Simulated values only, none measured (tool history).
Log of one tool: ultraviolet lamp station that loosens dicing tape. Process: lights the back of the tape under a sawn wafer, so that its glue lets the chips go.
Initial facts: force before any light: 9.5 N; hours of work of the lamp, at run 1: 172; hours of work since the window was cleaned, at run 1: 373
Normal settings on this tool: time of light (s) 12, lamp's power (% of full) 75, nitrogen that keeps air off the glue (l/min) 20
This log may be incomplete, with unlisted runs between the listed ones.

run,hour,time of light (s),lamp's power (% of full),nitrogen that keeps air off the glue (l/min),hours of work of the lamp,hours of work since the window was cleaned,force that peels the tape off (N),light that reached the tape (J/m2)
1,0,12,75,20,172,373,0.795,3550
2,17.3,12,75,20,182,384,0.766,3640
3,33.9,12,69,20,192,394,0.949,3320
4,51.1,12,75,20,203,405,0.81,3540
5,70.3,12,75,20,215,417,0.757,3580
6,87.4,12,75,20,225,427,0.812,3520
7,111.1,12,75,20,240,442,0.8,3540
8,132.2,7,75,20,253,455,2.142,2090
9,146.8,7,75,20,262,464,2.165,2070
10,164.3,7,75,20,273,475,2.158,2080
11,191.2,12,75,20,289,491,0.79,3580
12,216.1,12,75,20,305,507,0.802,3560
13,231.9,12,75,20,315,516,0.759,3560
14,252.4,12,75,20,327,529,0.795,3550
15,266.7,12,75,20,336,538,0.809,3560
16,286.8,21,75,20,348,550,0.171,6280
# hour 299.5: window cleaned of glue's vapour
17,299.5,16,75,20,356,0,0.372,4750
18,317,12,90,20,367,11,0.504,4240
19,342.6,12,90,20,382,27,0.491,4260
20,357.1,12,90,20,391,35,0.481,4270
21,384.2,12,98,20,408,52,0.411,4650
22,397.4,6,71,8,416,60,3.773,1640
23,414.6,21,67,10,427,71,0.408,5530
24,435.4,21,79,10,440,84,0.253,6620
25,446.9,11,64,39,447,91,1.018,2790
26,473,11,64,39,463,107,1.017,2790
27,489.8,8,63,12,473,117,2.804,2010
28,502.3,8,63,12,481,125,2.731,2010
29,529.3,8,63,12,498,142,2.724,1990
30,546.9,12,65,10,508,153,1.617,3080
31,574.7,21,65,28,526,170,0.213,5430
32,588.8,19,75,6,534,178,0.602,5640
33,604.1,19,75,6,544,188,0.608,5680
34,616,19,75,6,551,195,0.606,5630
35,642,8,75,6,567,211,2.888,2370
36,661.4,8,79,11,579,223,2.151,2490
37,676.4,6,64,21,588,232,3.177,1500
38,694.1,6,64,21,599,243,3.097,1540
39,706.5,8,83,21,607,251,1.441,2640
40,731.1,8,83,21,622,266,1.467,2600
41,749.7,15,99,11,634,278,0.326,5890
42,776.7,6,67,7,650,294,4.046,1590

Entry by entry between the runs, the difference in hidden state between the last listed run before and the first listed run after:
Between runs 16 and 17: window cleaned of glue's vapour (hour 299.5)
  light that the window lets through, % of a clean one's: 99.9 -> 100
